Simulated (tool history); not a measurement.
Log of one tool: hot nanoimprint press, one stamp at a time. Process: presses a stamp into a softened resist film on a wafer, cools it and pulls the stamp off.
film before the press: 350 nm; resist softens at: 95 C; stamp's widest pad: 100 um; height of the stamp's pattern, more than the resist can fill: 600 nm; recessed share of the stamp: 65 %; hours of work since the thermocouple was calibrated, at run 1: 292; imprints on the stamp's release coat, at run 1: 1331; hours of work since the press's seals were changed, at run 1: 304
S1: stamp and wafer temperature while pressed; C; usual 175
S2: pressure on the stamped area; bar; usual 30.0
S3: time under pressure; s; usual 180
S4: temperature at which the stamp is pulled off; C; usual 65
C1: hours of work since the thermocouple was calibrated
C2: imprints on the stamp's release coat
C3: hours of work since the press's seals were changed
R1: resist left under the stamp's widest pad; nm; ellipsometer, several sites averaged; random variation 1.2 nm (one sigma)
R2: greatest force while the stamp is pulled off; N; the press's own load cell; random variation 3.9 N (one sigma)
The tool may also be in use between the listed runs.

run 1 hour=0.0 | S1=175 S2=30.0 S3=180 S4=65 | C1=292 C2=1331 C3=304 | R1=194.4 R2=286
run 2 hour=15.1 | S1=175 S2=30.0 S3=101 S4=65 | C1=301 C2=1366 C3=313 | R1=232.3 R2=283
run 3 hour=26.2 | S1=175 S2=30.0 S3=101 S4=65 | C1=308 C2=1392 C3=320 | R1=230.2 R2=283
run 4 hour=35.6 | S1=175 S2=30.0 S3=101 S4=65 | C1=313 C2=1413 C3=326 | R1=232.3 R2=275
run 5 hour=42.8 | S1=175 S2=30.0 S3=101 S4=65 | C1=318 C2=1430 C3=330 | R1=230.7 R2=290
run 6 hour=53.5 | S1=175 S2=30.0 S3=101 S4=65 | C1=324 C2=1455 C3=337 | R1=232.9 R2=282
run 7 hour=69.9 | S1=175 S2=30.0 S3=101 S4=65 | C1=334 C2=1493 C3=347 | R1=231.1 R2=284
run 8 hour=81.4 | S1=175 S2=27.0 S3=101 S4=65 | C1=341 C2=1520 C3=354 | R1=241.7 R2=284
run 9 hour=92.0 | S1=175 S2=24.1 S3=180 S4=65 | C1=348 C2=1544 C3=360 | R1=216.8 R2=298
run 10 hour=105.7 | S1=175 S2=24.1 S3=180 S4=65 | C1=356 C2=1576 C3=369 | R1=218.6 R2=293
run 11 hour=117.6 | S1=175 S2=24.1 S3=180 S4=65 | C1=363 C2=1604 C3=376 | R1=217.1 R2=299
run 12 hour=133.8 | S1=175 S2=24.1 S3=124 S4=65 | C1=373 C2=1641 C3=386 | R1=240.5 R2=301
run 13 hour=145.7 | S1=175 S2=24.1 S3=124 S4=65 | C1=380 C2=1669 C3=393 | R1=239.0 R2=300
run 14 hour=157.8 | S1=175 S2=24.1 S3=124 S4=65 | C1=388 C2=1697 C3=400 | R1=240.5 R2=303
-- hour=161.7 plate thermocouple calibrated
run 15 hour=168.1 | S1=175 S2=24.1 S3=124 S4=65 | C1=4 C2=1714 C3=405 | R1=240.8 R2=297
run 16 hour=179.2 | S1=175 S2=26.2 S3=200 S4=65 | C1=11 C2=1740 C3=411 | R1=208.3 R2=309
run 17 hour=192.8 | S1=175 S2=26.2 S3=200 S4=65 | C1=19 C2=1771 C3=420 | R1=206.8 R2=314
run 18 hour=210.1 | S1=180 S2=40.0 S3=282 S4=57 | C1=30 C2=1811 C3=430 | R1=120.5 R2=327
run 19 hour=219.1 | S1=175 S2=30.0 S3=288 S4=65 | C1=35 C2=1832 C3=436 | R1=171.8 R2=311
run 20 hour=235.3 | S1=175 S2=30.0 S3=288 S4=65 | C1=45 C2=1870 C3=446 | R1=174.1 R2=314
-- hour=251.2 plate thermocouple calibrated, once more
run 21 hour=253.7 | S1=166 S2=38.4 S3=260 S4=58 | C1=1 C2=1905 C3=455 | R1=215.4 R2=335
run 22 hour=269.4 | S1=186 S2=31.1 S3=190 S4=51 | C1=11 C2=1942 C3=465 | R1=111.7 R2=375
run 23 hour=279.9 | S1=176 S2=30.2 S3=258 S4=53 | C1=17 C2=1966 C3=471 | R1=155.7 R2=352
run 24 hour=292.4 | S1=176 S2=21.4 S3=258 S4=55 | C1=25 C2=1995 C3=479 | R1=184.7 R2=363
-- hour=308.7 stamp cleaned and given a new release coat
run 25 hour=314.0 | S1=169 S2=21.4 S3=258 S4=55 | C1=35 C2=12 C3=488 | R1=241.4 R2=214
run 26 hour=327.5 | S1=181 S2=30.0 S3=144 S4=53 | C1=43 C2=44 C3=496 | R1=155.7 R2=213
run 27 hour=341.3 | S1=175 S2=24.3 S3=180 S4=65 | C1=51 C2=76 C3=505 | R1=206.5 R2=194
run 28 hour=354.3 | S1=175 S2=24.3 S3=108 S4=65 | C1=59 C2=106 C3=513 | R1=235.6 R2=200
run 29 hour=364.0 | S1=175 S2=24.3 S3=108 S4=65 | C1=65 C2=128 C3=519 | R1=239.4 R2=197

3 ways to go on from here, each from the tool as it stands after run 29. What would each give?
run A hour=371.2 | S1=175 S2=37.6 S3=170 S4=65 | C1=69 C2=145 C3=523 | R1=? R2=?
run B hour=371.2 | S1=169 S2=24.3 S3=108 S4=65 | C1=69 C2=145 C3=523 | R1=? R2=?
run C hour=371.2 | S1=177 S2=30.0 S3=180 S4=65 | C1=69 C2=145 C3=523 | R1=? R2=?

run=A R1=171.1 R2=198
run=B R1=278.9 R2=200
run=C R1=172.2 R2=202
Without the tool's hidden state the same runs would have given:
run=A R1=168.1 R2=189
run=B R1=277.0 R2=190
run=C R1=169.7 R2=193

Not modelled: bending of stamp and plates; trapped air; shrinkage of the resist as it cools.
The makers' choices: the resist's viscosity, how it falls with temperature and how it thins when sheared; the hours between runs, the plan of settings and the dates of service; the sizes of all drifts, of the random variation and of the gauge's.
